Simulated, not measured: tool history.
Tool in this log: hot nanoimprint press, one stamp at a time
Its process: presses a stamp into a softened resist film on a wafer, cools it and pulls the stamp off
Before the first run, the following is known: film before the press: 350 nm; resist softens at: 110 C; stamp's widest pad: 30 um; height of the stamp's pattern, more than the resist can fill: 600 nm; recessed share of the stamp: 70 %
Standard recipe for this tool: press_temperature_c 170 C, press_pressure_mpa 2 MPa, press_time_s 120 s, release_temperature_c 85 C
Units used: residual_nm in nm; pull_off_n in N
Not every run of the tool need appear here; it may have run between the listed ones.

run 1 day=0 | press_temperature_c=170 press_pressure_mpa=2 press_time_s=120 release_temperature_c=85 | residual_nm=197 pull_off_n=212
run 2 day=4 | press_temperature_c=162 press_pressure_mpa=2 press_time_s=120 release_temperature_c=85 | residual_nm=279.4 pull_off_n=212
run 3 day=5.917 | press_temperature_c=162 press_pressure_mpa=2 press_time_s=120 release_temperature_c=85 | residual_nm=283 pull_off_n=208
run 4 day=7.838 | press_temperature_c=170 press_pressure_mpa=2 press_time_s=120 release_temperature_c=71 | residual_nm=197 pull_off_n=271
run 5 day=11.808 | press_temperature_c=170 press_pressure_mpa=1.46 press_time_s=120 release_temperature_c=71 | residual_nm=229.8 pull_off_n=269
-- day=13.021 stamp cleaned and given a new release coat
run 6 day=14.208 | press_temperature_c=170 press_pressure_mpa=2.07 press_time_s=120 release_temperature_c=71 | residual_nm=195.3 pull_off_n=264
run 7 day=17.067 | press_temperature_c=170 press_pressure_mpa=2 press_time_s=120 release_temperature_c=85 | residual_nm=199.3 pull_off_n=214
run 8 day=20.746 | press_temperature_c=170 press_pressure_mpa=2 press_time_s=120 release_temperature_c=85 | residual_nm=199.1 pull_off_n=211
-- day=22.346 press's hydraulic seals changed and the load cell set to zero
run 9 day=23.033 | press_temperature_c=170 press_pressure_mpa=2 press_time_s=120 release_temperature_c=85 | residual_nm=199.1 pull_off_n=217
run 10 day=25.371 | press_temperature_c=170 press_pressure_mpa=1.79 press_time_s=120 release_temperature_c=85 | residual_nm=210.2 pull_off_n=214
-- day=27.542 stamp cleaned and given a new release coat
run 11 day=27.783 | press_temperature_c=170 press_pressure_mpa=2 press_time_s=120 release_temperature_c=85 | residual_nm=199.6 pull_off_n=211
run 12 day=30.725 | press_temperature_c=170 press_pressure_mpa=2 press_time_s=61 release_temperature_c=85 | residual_nm=237.2 pull_off_n=211
run 13 day=33.908 | press_temperature_c=170 press_pressure_mpa=2 press_time_s=61 release_temperature_c=85 | residual_nm=242.2 pull_off_n=213
run 14 day=37.821 | press_temperature_c=170 press_pressure_mpa=2 press_time_s=120 release_temperature_c=85 | residual_nm=201.2 pull_off_n=209
-- day=41.542 stamp cleaned and given a new release coat
run 15 day=42.075 | press_temperature_c=170 press_pressure_mpa=2 press_time_s=120 release_temperature_c=91 | residual_nm=199.5 pull_off_n=188
-- day=44.071 plate thermocouple calibrated
run 16 day=45.442 | press_temperature_c=159 press_pressure_mpa=2.81 press_time_s=97 release_temperature_c=85 | residual_nm=293.6 pull_off_n=215
run 17 day=48.983 | press_temperature_c=176 press_pressure_mpa=2.6 press_time_s=120 release_temperature_c=85 | residual_nm=125.4 pull_off_n=214
run 18 day=52.933 | press_temperature_c=170 press_pressure_mpa=2 press_time_s=183 release_temperature_c=85 | residual_nm=176.7 pull_off_n=211
-- day=55.988 stamp cleaned and given a new release coat
run 19 day=55.988 | press_temperature_c=181 press_pressure_mpa=2.2 press_time_s=72 release_temperature_c=79 | residual_nm=128.5 pull_off_n=238
run 20 day=57.754 | press_temperature_c=181 press_pressure_mpa=1.31 press_time_s=202 release_temperature_c=79 | residual_nm=119.1 pull_off_n=241
run 21 day=61.362 | press_temperature_c=166 press_pressure_mpa=2 press_time_s=124 release_temperature_c=85 | residual_nm=242.2 pull_off_n=215
run 22 day=65.592 | press_temperature_c=171 press_pressure_mpa=2 press_time_s=124 release_temperature_c=74 | residual_nm=188.7 pull_off_n=257
run 23 day=67.608 | press_temperature_c=170 press_pressure_mpa=1.69 press_time_s=120 release_temperature_c=75 | residual_nm=216.5 pull_off_n=257
run 24 day=69.35 | press_temperature_c=170 press_pressure_mpa=2.06 press_time_s=74 release_temperature_c=75 | residual_nm=227 pull_off_n=254
-- day=69.942 stamp cleaned and given a new release coat
run 25 day=71.604 | press_temperature_c=163 press_pressure_mpa=2.37 press_time_s=87 release_temperature_c=85 | residual_nm=277.8 pull_off_n=215
run 26 day=75.85 | press_temperature_c=163 press_pressure_mpa=2.37 press_time_s=87 release_temperature_c=85 | residual_nm=279.8 pull_off_n=205
-- day=77.742 press's hydraulic seals changed and the load cell set to zero
run 27 day=80.075 | press_temperature_c=170 press_pressure_mpa=1.5 press_time_s=159 release_temperature_c=85 | residual_nm=213.3 pull_off_n=211
run 28 day=81.883 | press_temperature_c=176 press_pressure_mpa=1.37 press_time_s=131 release_temperature_c=77 | residual_nm=177.7 pull_off_n=245
-- day=84.521 stamp cleaned and given a new release coat
run 29 day=84.554 | press_temperature_c=176 press_pressure_mpa=2.54 press_time_s=131 release_temperature_c=77 | residual_nm=125 pull_off_n=246

Alternative continuations, all from the tool just after run 29; predict every row:
run A day=86.612 | press_temperature_c=176 press_pressure_mpa=1.44 press_time_s=145 release_temperature_c=85 | residual_nm=? pull_off_n=?
run B day=86.612 | press_temperature_c=167 press_pressure_mpa=2 press_time_s=239 release_temperature_c=80 | residual_nm=? pull_off_n=?
run C day=86.612 | press_temperature_c=176 press_pressure_mpa=1.21 press_time_s=131 release_temperature_c=77 | residual_nm=? pull_off_n=?
run D day=86.612 | press_temperature_c=170 press_pressure_mpa=2 press_time_s=76 release_temperature_c=82 | residual_nm=? pull_off_n=?

run=A residual_nm=166.1 pull_off_n=211
run=B residual_nm=191.7 pull_off_n=234
run=C residual_nm=186.5 pull_off_n=246
run=D residual_nm=232.2 pull_off_n=225
Without the tool's hidden state the same runs would have given:
run=A residual_nm=161.6 pull_off_n=211
run=B residual_nm=186.4 pull_off_n=234
run=C residual_nm=181.5 pull_off_n=246
run=D residual_nm=226 pull_off_n=225
